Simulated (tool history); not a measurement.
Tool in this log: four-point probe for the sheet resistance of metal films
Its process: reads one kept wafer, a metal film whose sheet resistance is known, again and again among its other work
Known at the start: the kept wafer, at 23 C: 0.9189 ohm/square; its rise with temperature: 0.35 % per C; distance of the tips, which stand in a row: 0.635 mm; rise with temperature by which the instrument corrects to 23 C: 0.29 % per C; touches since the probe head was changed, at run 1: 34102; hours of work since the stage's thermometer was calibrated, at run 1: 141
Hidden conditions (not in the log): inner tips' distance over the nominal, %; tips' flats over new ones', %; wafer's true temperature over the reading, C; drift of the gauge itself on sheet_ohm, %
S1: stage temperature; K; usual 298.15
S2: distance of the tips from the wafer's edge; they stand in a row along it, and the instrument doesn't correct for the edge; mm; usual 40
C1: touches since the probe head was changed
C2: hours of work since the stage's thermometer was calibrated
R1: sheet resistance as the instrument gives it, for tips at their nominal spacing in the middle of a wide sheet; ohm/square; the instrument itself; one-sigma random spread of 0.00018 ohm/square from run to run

run 1 hour=0.0 | S1=298.15 S2=40 | C1=34102 C2=141 | R1=0.919979
run 2 hour=12.2 | S1=298.15 S2=40 | C1=34449 C2=149 | R1=0.920325
run 3 hour=23.7 | S1=298.15 S2=40 | C1=34775 C2=158 | R1=0.920001
run 4 hour=34.8 | S1=298.15 S2=40 | C1=35090 C2=166 | R1=0.919960
run 5 hour=49.4 | S1=298.15 S2=7 | C1=35506 C2=176 | R1=0.924073
run 6 hour=58.6 | S1=298.15 S2=7 | C1=35767 C2=183 | R1=0.924177
run 7 hour=73.6 | S1=298.15 S2=70 | C1=36194 C2=194 | R1=0.920035
run 8 hour=81.9 | S1=300.15 S2=40 | C1=36430 C2=200 | R1=0.921172
run 9 hour=93.9 | S1=300.15 S2=40 | C1=36770 C2=209 | R1=0.921007
run 10 hour=105.5 | S1=300.15 S2=27 | C1=37100 C2=217 | R1=0.921452
run 11 hour=114.6 | S1=298.15 S2=22 | C1=37357 C2=224 | R1=0.920200
run 12 hour=122.6 | S1=298.15 S2=50 | C1=37587 C2=230 | R1=0.920238
run 13 hour=136.6 | S1=298.15 S2=50 | C1=37983 C2=240 | R1=0.920572
run 14 hour=150.1 | S1=298.15 S2=40 | C1=38366 C2=250 | R1=0.920105
run 15 hour=160.2 | S1=293.15 S2=6 | C1=38652 C2=257 | R1=0.922734
run 16 hour=171.6 | S1=293.15 S2=6 | C1=38976 C2=265 | R1=0.922632
run 17 hour=179.9 | S1=293.15 S2=6 | C1=39215 C2=271 | R1=0.922371
run 18 hour=190.3 | S1=293.15 S2=6 | C1=39508 C2=279 | R1=0.922387
run 19 hour=202.4 | S1=293.15 S2=6 | C1=39853 C2=288 | R1=0.922452
run 20 hour=210.2 | S1=293.15 S2=6 | C1=40075 C2=293 | R1=0.922644
run 21 hour=222.1 | S1=292.15 S2=4 | C1=40412 C2=302 | R1=0.928743
run 22 hour=229.8 | S1=303.15 S2=35 | C1=40630 C2=308 | R1=0.923169
run 23 hour=236.1 | S1=303.15 S2=35 | C1=40810 C2=312 | R1=0.923069
run 24 hour=242.5 | S1=300.15 S2=5 | C1=40991 C2=317 | R1=0.929073
run 25 hour=248.9 | S1=300.15 S2=5 | C1=41174 C2=321 | R1=0.929288
run 26 hour=258.5 | S1=298.15 S2=5 | C1=41447 C2=328 | R1=0.927739
run 27 hour=268.7 | S1=305.15 S2=24 | C1=41735 C2=336 | R1=0.924088
run 28 hour=279.5 | S1=303.15 S2=6 | C1=42044 C2=344 | R1=0.928393

Below are 4 alternative next runs, each starting from the tool's condition after run 28. Predict each:
run A hour=291.5 | S1=304.15 S2=44 | C1=42385 C2=352 | R1=?
run B hour=291.5 | S1=291.15 S2=54 | C1=42385 C2=352 | R1=?
run C hour=291.5 | S1=300.15 S2=39 | C1=42385 C2=352 | R1=?
run D hour=291.5 | S1=297.15 S2=3 | C1=42385 C2=352 | R1=?

run=A R1=0.923402
run=B R1=0.916169
run=C R1=0.921342
run=D R1=0.941239
The same runs, with their run-to-run variation unchanged, on a tool lacking any hidden condition would have given:
run=A R1=0.923463
run=B R1=0.916228
run=C R1=0.921402
run=D R1=0.941301

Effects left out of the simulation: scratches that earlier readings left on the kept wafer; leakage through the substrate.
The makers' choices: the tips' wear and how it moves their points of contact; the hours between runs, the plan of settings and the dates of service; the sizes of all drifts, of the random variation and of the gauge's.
